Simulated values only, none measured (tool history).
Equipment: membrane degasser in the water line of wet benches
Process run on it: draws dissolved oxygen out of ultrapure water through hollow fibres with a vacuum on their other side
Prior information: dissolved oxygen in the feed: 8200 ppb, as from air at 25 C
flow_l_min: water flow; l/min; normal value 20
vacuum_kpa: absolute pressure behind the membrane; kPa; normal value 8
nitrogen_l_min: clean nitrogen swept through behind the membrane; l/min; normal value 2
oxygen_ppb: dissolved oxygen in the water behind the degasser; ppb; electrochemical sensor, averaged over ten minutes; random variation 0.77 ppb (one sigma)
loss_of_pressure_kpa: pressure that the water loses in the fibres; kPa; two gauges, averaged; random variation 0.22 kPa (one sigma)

| run | hour | flow_l_min | vacuum_kpa | nitrogen_l_min | oxygen_ppb | loss_of_pressure_kpa |
|---|---|---|---|---|---|---|
| 1 | 0 | 20 | 8 | 2 | 126.4 | 53.76 |
| 2 | 44.1 | 20 | 8 | 2 | 124.1 | 53.42 |
| 3 | 78.1 | 20 | 8 | 2 | 126.1 | 53.34 |
| 4 | 103.5 | 20 | 5.52 | 2 | 66.9 | 53.75 |
| 5 | 138.2 | 20 | 5.52 | 2 | 67.8 | 53.57 |
| 6 | 184.1 | 20 | 5.52 | 2 | 66.7 | 53.59 |
| 7 | 227.2 | 20 | 8 | 2 | 126.1 | 53.74 |
| 8 | 260.4 | 20 | 8 | 2 | 127.8 | 53.28 |
| 9 | 305.5 | 20 | 8 | 2 | 126.6 | 53.67 |
| 10 | 330.6 | 20 | 8 | 2 | 125.9 | 53.96 |
| 11 | 376.6 | 20 | 8 | 2 | 125.5 | 53.35 |
| 12 | 405.7 | 20 | 8 | 2 | 128.3 | 53.37 |
| 13 | 439.1 | 20 | 8 | 2 | 127.4 | 53.66 |
| 14 | 471.6 | 20 | 8 | 4.44 | 62.5 | 53.88 |
| 15 | 504.9 | 20 | 8 | 2 | 126.8 | 53.65 |
| 16 | 538.2 | 20 | 8 | 2 | 126.3 | 53.9 |
| 17 | 586.9 | 28 | 8 | 2 | 179.6 | 75.21 |
| 18 | 615.6 | 28 | 8 | 2 | 181.9 | 75.14 |
| 19 | 646.5 | 15 | 8 | 1.35 | 137.2 | 40.17 |
| 20 | 675.4 | 15 | 8 | 1.35 | 139.2 | 40.25 |
| 21 | 698.5 | 16 | 12.27 | 2 | 185.9 | 43.07 |
| 22 | 726.9 | 20 | 5.25 | 2 | 62.1 | 53.67 |
| 23 | 759.2 | 20 | 12.8 | 1.98 | 242.9 | 53.62 |
| 24 | 798.3 | 18 | 12.8 | 3.06 | 147 | 48.43 |
| 25 | 831.3 | 29 | 12.8 | 0.97 | 610 | 77.82 |
| 26 | 876.2 | 29 | 12.8 | 0.97 | 606.3 | 77.82 |
| 27 | 896.3 | 29 | 12.8 | 0.97 | 611.8 | 78.37 |
| 28 | 920 | 29 | 12.8 | 0.97 | 608.5 | 78.17 |
| 29 | 967.8 | 29 | 12.8 | 0.97 | 610.5 | 77.87 |
| 30 | 988.1 | 19 | 16.26 | 2 | 305.4 | 50.76 |
| 31 | 1013.6 | 19 | 8 | 2 | 122 | 50.97 |

Each row is a separate what-if for the run after 31, all from the same tool condition, not one after another. Results?
| A | 1061.7 | 16 | 8 | 2 | ? | ? |
| B | 1061.7 | 21 | 5.35 | 1.9 | ? | ? |
| C | 1061.7 | 20 | 14.51 | 2.07 | ? | ? |

| run | oxygen_ppb | loss_of_pressure_kpa |
|---|---|---|
| A | 101.3 | 42.76 |
| B | 70.5 | 56.51 |
| C | 268.3 | 54.02 |
The same runs, with their run-to-run variation unchanged, on a tool lacking any hidden condition would have given:
| run | oxygen_ppb | loss_of_pressure_kpa |
|---|---|---|
| A | 91.9 | 42.53 |
| B | 61 | 56.21 |
| C | 254.2 | 53.74 |

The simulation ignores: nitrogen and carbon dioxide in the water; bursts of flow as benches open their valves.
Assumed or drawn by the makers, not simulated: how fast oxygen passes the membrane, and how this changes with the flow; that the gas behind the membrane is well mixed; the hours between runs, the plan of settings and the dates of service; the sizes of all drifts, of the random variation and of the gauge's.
